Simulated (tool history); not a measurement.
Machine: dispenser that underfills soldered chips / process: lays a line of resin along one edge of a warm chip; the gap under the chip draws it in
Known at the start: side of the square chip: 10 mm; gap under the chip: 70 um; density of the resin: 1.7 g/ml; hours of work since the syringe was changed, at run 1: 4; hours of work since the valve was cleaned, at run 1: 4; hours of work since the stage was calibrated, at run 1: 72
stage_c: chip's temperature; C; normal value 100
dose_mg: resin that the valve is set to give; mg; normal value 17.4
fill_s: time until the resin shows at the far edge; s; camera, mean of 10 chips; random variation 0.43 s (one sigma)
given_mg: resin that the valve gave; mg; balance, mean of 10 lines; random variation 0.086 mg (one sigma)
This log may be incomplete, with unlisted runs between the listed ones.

run	hour	stage_c	dose_mg	hours of work since the syringe was changed	hours of work since the valve was cleaned	hours of work since the stage was calibrated	fill_s	given_mg
1	0.0	100	17.4	4	4	72	42.9	17.33
2	4.4	100	20.9	7	7	75	53.8	20.85
# hour 6.4: new syringe of resin
3	8.4	100	20.9	1	9	77	34.3	20.53
4	11.3	100	20.9	3	11	79	40.0	20.90
5	14.3	100	14.9	5	13	81	50.9	14.89
# hour 18.6: new syringe of resin
6	18.6	100	15.2	0	16	84	31.7	15.03
7	22.0	100	15.2	2	18	86	38.7	15.03
8	24.5	100	15.2	4	20	88	44.2	15.19
9	29.2	100	17.4	7	23	91	57.1	17.08
# hour 30.8: new syringe of resin
10	33.9	100	17.4	2	26	94	36.9	17.19
11	38.1	100	17.4	5	28	96	46.8	16.97
12	40.6	100	17.4	6	30	98	54.6	17.08
# hour 43.2: new syringe of resin
13	43.2	100	18.4	0	32	100	29.8	18.09
14	47.3	100	17.4	3	34	102	39.1	16.99
15	51.4	100	17.4	5	37	105	49.7	16.97
# hour 55.4: new syringe of resin
16	56.5	100	17.4	1	40	108	32.6	16.91
17	59.4	100	17.4	3	42	110	38.6	16.86
18	62.7	100	17.4	5	44	112	47.2	16.83
19	66.3	100	17.4	7	47	115	56.9	16.93

For run 20, what comes out?
# hour 67.8: new syringe of resin
20	69.5	88	16.8	1	48	117	?	?

Logged for run 20: fill_s 51.8 s, given_mg 16.29 mg.
On a tool with no hidden condition, and with the same random variation, this run would have come out at fill_s 47.6 s, given_mg 16.74 mg.
